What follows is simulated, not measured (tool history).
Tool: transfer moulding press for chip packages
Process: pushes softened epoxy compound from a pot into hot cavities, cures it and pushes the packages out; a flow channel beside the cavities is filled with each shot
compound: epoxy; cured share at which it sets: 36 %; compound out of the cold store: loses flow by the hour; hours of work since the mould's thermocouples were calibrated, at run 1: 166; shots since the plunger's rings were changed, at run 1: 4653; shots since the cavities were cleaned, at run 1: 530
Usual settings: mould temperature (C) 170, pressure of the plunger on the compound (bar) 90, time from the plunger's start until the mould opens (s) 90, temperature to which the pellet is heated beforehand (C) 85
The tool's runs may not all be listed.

| run | hour | mould temperature (C) | pressure of the plunger on the compound (bar) | time from the plunger's start until the mould opens (s) | temperature to which the pellet is heated beforehand (C) | hours of work since the mould's thermocouples were calibrated | shots since the plunger's rings were changed | shots since the cavities were cleaned | incoming compound's hours out of the cold store | length that the compound runs in the flow channel (mm) | greatest force on the pins that push the packages out (N) |
|---|---|---|---|---|---|---|---|---|---|---|---|
| 1 | 0 | 170 | 90 | 90 | 85 | 166 | 4653 | 530 | 8.6 | 562 | 414 |
| 2 | 18.7 | 170 | 75.3 | 90 | 85 | 177 | 4876 | 753 | 26.2 | 490 | 451 |
| 3 | 34.8 | 173 | 90 | 90 | 85 | 187 | 5067 | 944 | 9.7 | 552 | 430 |
|  | 46.8 | cavities cleaned with cleaning compound and waxed |
| 4 | 67.1 | 173 | 90 | 105 | 85 | 207 | 5434 | 241 | 30 | 528 | 300 |
| 5 | 97 | 173 | 90 | 105 | 85 | 226 | 5791 | 598 | 11.4 | 539 | 355 |
| 6 | 123.1 | 173 | 90 | 105 | 85 | 242 | 6102 | 909 | 11.9 | 542 | 398 |
|  | 135.9 | cavities cleaned with cleaning compound and waxed |
| 7 | 144.8 | 173 | 90 | 117 | 85 | 255 | 6343 | 106 | 13.7 | 529 | 263 |
|  | 175.6 | plunger's sealing rings changed |
| 8 | 179.2 | 170 | 90 | 90 | 85 | 275 | 43 | 486 | 42.7 | 566 | 420 |
| 9 | 206.2 | 170 | 90 | 90 | 85 | 292 | 365 | 808 | 31.7 | 576 | 459 |
|  | 228.5 | cavities cleaned with cleaning compound and waxed |
| 10 | 237.6 | 170 | 90 | 90 | 85 | 311 | 721 | 108 | 27.7 | 583 | 315 |
| 11 | 254.9 | 170 | 90 | 90 | 85 | 322 | 927 | 314 | 9.2 | 599 | 376 |
| 12 | 285.6 | 170 | 90 | 122 | 85 | 341 | 1293 | 680 | 47.8 | 556 | 367 |
| 13 | 312.3 | 170 | 90 | 122 | 85 | 358 | 1611 | 998 | 30.1 | 574 | 398 |
|  | 318.6 | cavities cleaned with cleaning compound and waxed |
| 14 | 336.1 | 170 | 90 | 90 | 85 | 372 | 1877 | 208 | 16 | 587 | 364 |
| 15 | 361.6 | 170 | 90 | 90 | 85 | 388 | 2181 | 512 | 24.4 | 571 | 415 |
| 16 | 376.8 | 170 | 103.6 | 89 | 85 | 398 | 2363 | 694 | 16.1 | 608 | 454 |
| 17 | 401.6 | 170 | 103.6 | 89 | 85 | 413 | 2657 | 988 | 36.7 | 589 | 468 |
|  | 409 | cavities cleaned with cleaning compound and waxed |
| 18 | 416.2 | 170 | 90 | 90 | 91 | 422 | 2814 | 86 | 16.9 | 570 | 314 |
| 19 | 433.2 | 170 | 68.8 | 90 | 75 | 432 | 3016 | 288 | 19.4 | 486 | 386 |
| 20 | 457.7 | 167 | 68.8 | 90 | 94 | 448 | 3308 | 580 | 8.6 | 513 | 531 |
| 21 | 472.4 | 164 | 68.8 | 90 | 75 | 457 | 3484 | 756 | 17.4 | 505 | 730 |
|  | 499.8 | cavities cleaned with cleaning compound and waxed |
| 22 | 503.8 | 165 | 90.1 | 86 | 83 | 476 | 3840 | 47 | 23.8 | 561 | 459 |
| 23 | 528.6 | 165 | 90.1 | 86 | 83 | 491 | 4135 | 342 | 38.2 | 551 | 585 |
| 24 | 551.4 | 176 | 75 | 124 | 82 | 506 | 4407 | 614 | 34 | 467 | 343 |
| 25 | 576.5 | 176 | 75 | 124 | 82 | 522 | 4707 | 914 | 33.9 | 472 | 391 |
|  | 590.9 | cavities cleaned with cleaning compound and waxed |
| 26 | 605.1 | 163 | 70.1 | 90 | 85 | 539 | 5030 | 170 | 27.9 | 490 | 584 |
| 27 | 622 | 163 | 70.1 | 90 | 85 | 549 | 5231 | 371 | 20 | 492 | 684 |
| 28 | 640 | 163 | 70.1 | 90 | 85 | 561 | 5446 | 586 | 13.9 | 491 | 763 |
| 29 | 671.3 | 163 | 70.1 | 90 | 85 | 581 | 5819 | 959 | 22.1 | 482 | 817 |

3 ways to go on from here, each from the tool as it stands after run 29. What would each give?
|  | 681 | cavities cleaned with cleaning compound and waxed |
| A | 695.3 | 170 | 99.5 | 90 | 85 | 595 | 6086 | 170 | 24.9 | ? | ? |
|  | 681 | cavities cleaned with cleaning compound and waxed |
| B | 695.3 | 170 | 82.7 | 105 | 87 | 595 | 6086 | 170 | 29.5 | ? | ? |
|  | 681 | cavities cleaned with cleaning compound and waxed |
| C | 695.3 | 163 | 70.1 | 97 | 85 | 595 | 6086 | 170 | 38.4 | ? | ? |

| run | length that the compound runs in the flow channel (mm) | greatest force on the pins that push the packages out (N) |
|---|---|---|
| A | 559 | 340 |
| B | 502 | 297 |
| C | 471 | 448 |
Without the tool's hidden state the same runs would have given:
| run | length that the compound runs in the flow channel (mm) | greatest force on the pins that push the packages out (N) |
|---|---|---|
| A | 623 | 250 |
| B | 559 | 230 |
| C | 524 | 319 |
